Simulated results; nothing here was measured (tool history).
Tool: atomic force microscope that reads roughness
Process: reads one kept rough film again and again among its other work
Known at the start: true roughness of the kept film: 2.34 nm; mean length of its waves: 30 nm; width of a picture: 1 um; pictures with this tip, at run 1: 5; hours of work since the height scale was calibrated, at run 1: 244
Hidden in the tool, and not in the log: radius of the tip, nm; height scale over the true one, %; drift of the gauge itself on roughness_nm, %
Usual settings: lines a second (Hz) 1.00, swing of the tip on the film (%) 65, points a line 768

| run | day | lines a second (Hz) | swing of the tip on the film (%) | points a line | pictures with this tip | hours of work since the height scale was calibrated | roughness of the kept film (nm (root mean square)) |
|---|---|---|---|---|---|---|---|
| 1 | 0.000 | 1.00 | 65 | 768 | 5 | 244 | 2.056 |
| 2 | 0.321 | 1.00 | 65 | 768 | 22 | 250 | 2.038 |
| 3 | 0.658 | 1.00 | 65 | 768 | 39 | 256 | 2.024 |
| 4 | 1.071 | 1.00 | 72 | 768 | 60 | 264 | 1.997 |
| 5 | 1.408 | 1.00 | 65 | 768 | 78 | 270 | 2.008 |
| 6 | 1.746 | 1.00 | 65 | 768 | 95 | 276 | 1.984 |
| 7 | 2.004 | 1.00 | 65 | 768 | 108 | 281 | 1.974 |
| 8 | 2.317 | 1.00 | 83 | 768 | 124 | 287 | 1.903 |
| 9 | 2.746 | 1.00 | 83 | 768 | 146 | 295 | 1.876 |
| 10 | 3.025 | 1.00 | 83 | 768 | 161 | 300 | 1.879 |
| 11 | 3.350 | 1.00 | 83 | 768 | 177 | 306 | 1.853 |
| 12 | 3.783 | 1.00 | 65 | 326 | 200 | 314 | 1.920 |
| 13 | 4.129 | 1.00 | 65 | 768 | 218 | 321 | 1.929 |
| 14 | 4.479 | 1.00 | 65 | 768 | 235 | 327 | 1.907 |
| 15 | 4.717 | 1.00 | 65 | 612 | 248 | 332 | 1.899 |
| 16 | 4.958 | 2.29 | 65 | 768 | 260 | 336 | 1.838 |
| 17 | 5.142 | 1.00 | 87 | 768 | 270 | 339 | 1.784 |
| 18 | 5.438 | 1.00 | 85 | 723 | 285 | 345 | 1.798 |
| 19 | 5.642 | 1.00 | 82 | 768 | 295 | 349 | 1.812 |
|  | 5.908 | new tip fitted |
| 20 | 6.038 | 1.39 | 69 | 697 | 6 | 356 | 2.000 |
| 21 | 6.225 | 1.52 | 72 | 557 | 16 | 359 | 1.958 |
| 22 | 6.642 | 1.52 | 72 | 557 | 37 | 367 | 1.969 |
| 23 | 7.029 | 1.52 | 72 | 557 | 57 | 374 | 1.947 |
| 24 | 7.458 | 1.52 | 72 | 557 | 80 | 382 | 1.925 |
| 25 | 7.888 | 1.52 | 72 | 557 | 101 | 390 | 1.903 |
| 26 | 8.242 | 2.83 | 58 | 768 | 120 | 397 | 1.920 |
| 27 | 8.658 | 2.83 | 58 | 768 | 141 | 404 | 1.927 |
| 28 | 9.033 | 1.00 | 65 | 684 | 160 | 411 | 1.927 |
| 29 | 9.221 | 1.24 | 60 | 768 | 170 | 415 | 1.950 |
| 30 | 9.517 | 1.99 | 60 | 262 | 185 | 420 | 1.873 |
| 31 | 9.933 | 1.99 | 65 | 298 | 207 | 428 | 1.863 |
| 32 | 10.150 | 1.49 | 65 | 514 | 218 | 432 | 1.882 |
| 33 | 10.342 | 0.76 | 59 | 938 | 228 | 436 | 1.921 |

Forecast each of these 4 alternatives for the next run:
| A | 10.700 | 0.76 | 59 | 887 | 246 | 442 | ? |
| B | 10.700 | 2.57 | 69 | 310 | 246 | 442 | ? |
| C | 10.700 | 0.76 | 59 | 528 | 246 | 442 | ? |
| D | 10.700 | 3.58 | 65 | 368 | 246 | 442 | ? |

| run | roughness of the kept film (nm (root mean square)) |
|---|---|
| A | 1.911 |
| B | 1.784 |
| C | 1.916 |
| D | 1.774 |
Without the tool's hidden state the same runs would have given:
| run | roughness of the kept film (nm (root mean square)) |
|---|---|
| A | 2.084 |
| B | 1.946 |
| C | 2.088 |
| D | 1.934 |
